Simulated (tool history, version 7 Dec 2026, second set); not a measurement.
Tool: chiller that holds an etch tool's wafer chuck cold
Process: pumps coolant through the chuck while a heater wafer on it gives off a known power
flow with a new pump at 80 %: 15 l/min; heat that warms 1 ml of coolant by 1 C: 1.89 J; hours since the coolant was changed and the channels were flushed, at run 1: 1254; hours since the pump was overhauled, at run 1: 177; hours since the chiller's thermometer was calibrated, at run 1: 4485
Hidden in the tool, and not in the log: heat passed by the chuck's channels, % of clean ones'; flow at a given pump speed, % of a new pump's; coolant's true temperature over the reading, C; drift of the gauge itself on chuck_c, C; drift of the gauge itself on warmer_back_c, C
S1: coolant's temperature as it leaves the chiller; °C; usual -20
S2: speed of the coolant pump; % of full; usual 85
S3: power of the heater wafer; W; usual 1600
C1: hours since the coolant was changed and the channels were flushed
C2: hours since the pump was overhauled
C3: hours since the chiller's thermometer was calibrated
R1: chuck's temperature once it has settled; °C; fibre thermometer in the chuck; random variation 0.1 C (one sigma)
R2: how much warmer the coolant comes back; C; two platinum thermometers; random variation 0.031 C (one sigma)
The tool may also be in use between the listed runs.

{"run": 1, "hour": 0.0, "S1": -20, "S2": 85, "S3": 1600, "C1": 1254, "C2": 177, "C3": 4485, "R1": -3.4, "R2": 3.22}
{"run": 2, "hour": 102.7, "S1": -20, "S2": 85, "S3": 1600, "C1": 1357, "C2": 280, "C3": 4588, "R1": -3.2, "R2": 3.15}
{"run": 3, "hour": 235.5, "S1": -20, "S2": 85, "S3": 1600, "C1": 1489, "C2": 412, "C3": 4721, "R1": -3, "R2": 3.24}
{"hour": 310.7, "done": "chiller's thermometer calibrated"}
{"run": 4, "hour": 337.9, "S1": -20, "S2": 85, "S3": 1600, "C1": 1591, "C2": 514, "C3": 27, "R1": -3.5, "R2": 3.18}
{"run": 5, "hour": 412.5, "S1": -20, "S2": 85, "S3": 1600, "C1": 1665, "C2": 588, "C3": 102, "R1": -3.5, "R2": 3.13}
{"run": 6, "hour": 532.2, "S1": -20, "S2": 85, "S3": 873, "C1": 1785, "C2": 708, "C3": 221, "R1": -10.8, "R2": 1.74}
{"run": 7, "hour": 680.4, "S1": -20, "S2": 85, "S3": 873, "C1": 1933, "C2": 856, "C3": 370, "R1": -10.9, "R2": 1.72}
{"run": 8, "hour": 795.3, "S1": -24, "S2": 85, "S3": 1600, "C1": 2048, "C2": 971, "C3": 485, "R1": -7.2, "R2": 3.23}
{"run": 9, "hour": 921.7, "S1": -24, "S2": 85, "S3": 1600, "C1": 2175, "C2": 1098, "C3": 611, "R1": -7.1, "R2": 3.22}
{"run": 10, "hour": 1008.2, "S1": -24, "S2": 85, "S3": 1600, "C1": 2261, "C2": 1184, "C3": 698, "R1": -7.2, "R2": 3.13}
{"run": 11, "hour": 1137.6, "S1": -20, "S2": 85, "S3": 1569, "C1": 2391, "C2": 1314, "C3": 827, "R1": -3.4, "R2": 3.17}
{"run": 12, "hour": 1205.2, "S1": -20, "S2": 85, "S3": 1569, "C1": 2458, "C2": 1381, "C3": 894, "R1": -3.4, "R2": 3.14}
{"run": 13, "hour": 1272.9, "S1": -20, "S2": 85, "S3": 1600, "C1": 2526, "C2": 1449, "C3": 962, "R1": -3, "R2": 3.19}
{"run": 14, "hour": 1420.7, "S1": -20, "S2": 85, "S3": 1969, "C1": 2674, "C2": 1597, "C3": 1110, "R1": 1.1, "R2": 3.96}
{"run": 15, "hour": 1505.6, "S1": -20, "S2": 85, "S3": 1969, "C1": 2759, "C2": 1681, "C3": 1195, "R1": 1.2, "R2": 3.95}
{"run": 16, "hour": 1586.3, "S1": -20, "S2": 85, "S3": 1969, "C1": 2839, "C2": 1762, "C3": 1276, "R1": 1.5, "R2": 4}
{"run": 17, "hour": 1713.3, "S1": -15, "S2": 85, "S3": 1258, "C1": 2966, "C2": 1889, "C3": 1403, "R1": -1.1, "R2": 2.54}
{"run": 18, "hour": 1832.6, "S1": -28, "S2": 77, "S3": 1249, "C1": 3086, "C2": 2009, "C3": 1522, "R1": -13, "R2": 2.8}
{"run": 19, "hour": 1988.0, "S1": -26, "S2": 63, "S3": 1249, "C1": 3241, "C2": 2164, "C3": 1677, "R1": -8, "R2": 3.5}
{"run": 20, "hour": 2127.4, "S1": -26, "S2": 63, "S3": 1249, "C1": 3380, "C2": 2303, "C3": 1817, "R1": -7.5, "R2": 3.44}
{"run": 21, "hour": 2234.5, "S1": -15, "S2": 85, "S3": 1600, "C1": 3487, "C2": 2410, "C3": 1924, "R1": 2.8, "R2": 3.29}
{"run": 22, "hour": 2370.8, "S1": -15, "S2": 85, "S3": 1600, "C1": 3624, "C2": 2547, "C3": 2060, "R1": 2.8, "R2": 3.26}
{"run": 23, "hour": 2509.8, "S1": -20, "S2": 85, "S3": 1431, "C1": 3763, "C2": 2686, "C3": 2199, "R1": -4.1, "R2": 2.91}
{"run": 24, "hour": 2620.1, "S1": -20, "S2": 85, "S3": 1431, "C1": 3873, "C2": 2796, "C3": 2309, "R1": -3.9, "R2": 2.86}
{"run": 25, "hour": 2765.7, "S1": -11, "S2": 85, "S3": 1292, "C1": 4019, "C2": 2942, "C3": 2455, "R1": 3.7, "R2": 2.58}
{"run": 26, "hour": 2860.8, "S1": -22, "S2": 68, "S3": 835, "C1": 4114, "C2": 3037, "C3": 2550, "R1": -10.2, "R2": 2.15}
{"run": 27, "hour": 3007.2, "S1": -20, "S2": 85, "S3": 1635, "C1": 4260, "C2": 3183, "C3": 2696, "R1": -1.6, "R2": 3.36}
{"run": 28, "hour": 3152.4, "S1": -20, "S2": 85, "S3": 1635, "C1": 4405, "C2": 3328, "C3": 2842, "R1": -1.2, "R2": 3.38}
{"run": 29, "hour": 3294.0, "S1": -12, "S2": 91, "S3": 1284, "C1": 4547, "C2": 3470, "C3": 2983, "R1": 2, "R2": 2.45}
{"run": 30, "hour": 3383.4, "S1": -28, "S2": 61, "S3": 1600, "C1": 4636, "C2": 3559, "C3": 3073, "R1": -2.7, "R2": 4.73}
{"run": 31, "hour": 3503.9, "S1": -28, "S2": 77, "S3": 1084, "C1": 4757, "C2": 3680, "C3": 3193, "R1": -14, "R2": 2.46}

5 ways to go on from here, each from the tool as it stands after run 31. What would each give?
{"run": "A", "hour": 3624.8, "S1": -20, "S2": 75, "S3": 1415, "C1": 4878, "C2": 3801, "C3": 3314, "R1": "?", "R2": "?"}
{"run": "B", "hour": 3624.8, "S1": -28, "S2": 90, "S3": 1479, "C1": 4878, "C2": 3801, "C3": 3314, "R1": "?", "R2": "?"}
{"run": "C", "hour": 3624.8, "S1": -20, "S2": 74, "S3": 1600, "C1": 4878, "C2": 3801, "C3": 3314, "R1": "?", "R2": "?"}
{"run": "D", "hour": 3624.8, "S1": -22, "S2": 83, "S3": 1084, "C1": 4878, "C2": 3801, "C3": 3314, "R1": "?", "R2": "?"}
{"run": "E", "hour": 3624.8, "S1": -18, "S2": 77, "S3": 1084, "C1": 4878, "C2": 3801, "C3": 3314, "R1": "?", "R2": "?"}

run=A R1=-1.4 R2=3.32
run=B R1=-11.7 R2=2.83
run=C R1=1.5 R2=3.79
run=D R1=-8.7 R2=2.26
run=E R1=-3.8 R2=2.49
Without the tool's hidden state the same runs would have given:
run=A R1=-4.5 R2=3.2
run=B R1=-14.4 R2=2.73
run=C R1=-2 R2=3.66
run=D R1=-11 R2=2.18
run=E R1=-6.3 R2=2.4
